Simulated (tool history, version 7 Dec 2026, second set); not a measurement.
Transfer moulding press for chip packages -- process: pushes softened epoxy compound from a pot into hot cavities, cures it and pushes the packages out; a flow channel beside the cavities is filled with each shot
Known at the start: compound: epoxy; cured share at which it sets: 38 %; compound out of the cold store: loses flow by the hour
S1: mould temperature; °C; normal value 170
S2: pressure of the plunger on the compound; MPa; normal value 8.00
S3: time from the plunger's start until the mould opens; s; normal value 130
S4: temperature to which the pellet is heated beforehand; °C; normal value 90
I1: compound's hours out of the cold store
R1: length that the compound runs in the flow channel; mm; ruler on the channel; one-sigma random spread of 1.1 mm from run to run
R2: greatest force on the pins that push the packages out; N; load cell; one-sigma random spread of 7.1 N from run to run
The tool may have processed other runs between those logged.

run 1 hour=0.0 | S1=170 S2=8.00 S3=130 S4=90 | I1=27.7 | R1=736 R2=397
run 2 hour=23.7 | S1=170 S2=8.00 S3=130 S4=90 | I1=39.9 | R1=706 R2=447
run 3 hour=40.6 | S1=170 S2=8.71 S3=130 S4=90 | I1=41.6 | R1=730 R2=460
run 4 hour=68.5 | S1=170 S2=8.00 S3=130 S4=90 | I1=39.1 | R1=705 R2=495
-- hour=79.4 plunger's sealing rings changed
run 5 hour=89.1 | S1=170 S2=8.00 S3=130 S4=90 | I1=34.9 | R1=736 R2=529
-- hour=101.8 cavities cleaned with cleaning compound and waxed
run 6 hour=120.5 | S1=170 S2=8.00 S3=130 S4=90 | I1=47.0 | R1=707 R2=413
run 7 hour=139.6 | S1=170 S2=8.00 S3=130 S4=90 | I1=17.9 | R1=776 R2=474
run 8 hour=154.6 | S1=170 S2=9.79 S3=130 S4=90 | I1=34.2 | R1=814 R2=487
run 9 hour=175.9 | S1=170 S2=9.79 S3=130 S4=90 | I1=43.8 | R1=785 R2=497
run 10 hour=195.1 | S1=170 S2=8.00 S3=130 S4=90 | I1=31.5 | R1=738 R2=540
-- hour=209.1 cavities cleaned with cleaning compound and waxed
run 11 hour=228.2 | S1=170 S2=8.00 S3=130 S4=90 | I1=11.2 | R1=787 R2=435
run 12 hour=251.5 | S1=170 S2=8.00 S3=130 S4=90 | I1=43.5 | R1=706 R2=459
run 13 hour=280.6 | S1=170 S2=8.00 S3=130 S4=90 | I1=41.1 | R1=712 R2=494
run 14 hour=306.4 | S1=170 S2=8.00 S3=130 S4=90 | I1=32.8 | R1=728 R2=506
-- hour=315.2 cavities cleaned with cleaning compound and waxed
run 15 hour=324.2 | S1=170 S2=6.34 S3=123 S4=90 | I1=31.0 | R1=650 R2=433
run 16 hour=353.5 | S1=173 S2=6.42 S3=123 S4=85 | I1=46.3 | R1=619 R2=434
run 17 hour=369.4 | S1=170 S2=8.55 S3=130 S4=84 | I1=36.1 | R1=741 R2=480
run 18 hour=389.0 | S1=170 S2=8.00 S3=150 S4=90 | I1=18.5 | R1=754 R2=460
run 19 hour=402.2 | S1=170 S2=8.00 S3=150 S4=90 | I1=31.8 | R1=725 R2=461
run 20 hour=416.9 | S1=167 S2=6.75 S3=151 S4=87 | I1=17.1 | R1=702 R2=519
-- hour=420.7 cavities cleaned with cleaning compound and waxed
run 21 hour=434.2 | S1=167 S2=6.75 S3=151 S4=87 | I1=43.8 | R1=644 R2=389
run 22 hour=448.1 | S1=163 S2=8.00 S3=130 S4=82 | I1=23.4 | R1=752 R2=638
-- hour=456.5 plunger's sealing rings changed
run 23 hour=476.1 | S1=163 S2=8.00 S3=130 S4=91 | I1=20.9 | R1=785 R2=732
run 24 hour=496.5 | S1=174 S2=7.91 S3=131 S4=90 | I1=8.3 | R1=791 R2=446
-- hour=529.0 cavities cleaned with cleaning compound and waxed
run 25 hour=529.0 | S1=174 S2=7.68 S3=126 S4=90 | I1=36.3 | R1=709 R2=349
run 26 hour=558.9 | S1=174 S2=7.68 S3=126 S4=90 | I1=21.8 | R1=743 R2=413

Measured less the same run without the tool's hidden state. The same run-to-run variation is in both; the gauge's scatter may not be:
Hidden state present: true mould temperature over the reading, C; pressure that reaches the compound, % of what is set; grip of the stained cavities, % over clean ones'; drift of the gauge itself on flow_mm, %; drift of the gauge itself on push_out_n, %.
run=1 R1=-19 R2=+23
run=2 R1=-20 R2=+70
run=3 R1=-23 R2=+94
run=4 R1=-23 R2=+129
run=5 R1=-1 R2=+149
run=6 R1=-2 R2=+50
run=7 R1=-4 R2=+87
run=8 R1=-6 R2=+109
run=9 R1=-7 R2=+130
run=10 R1=-8 R2=+156
run=11 R1=-10 R2=+55
run=12 R1=-11 R2=+90
run=13 R1=-12 R2=+129
run=14 R1=-15 R2=+151
run=15 R1=-14 R2=+36
run=16 R1=-15 R2=+82
run=17 R1=-19 R2=+110
run=18 R1=-21 R2=+117
run=19 R1=-21 R2=+126
run=20 R1=-21 R2=+155
run=21 R1=-20 R2=+37
run=22 R1=-25 R2=+115
run=23 R1=+0 R2=+179
run=24 R1=-2 R2=+114
run=25 R1=-4 R2=+13
run=26 R1=-6 R2=+68
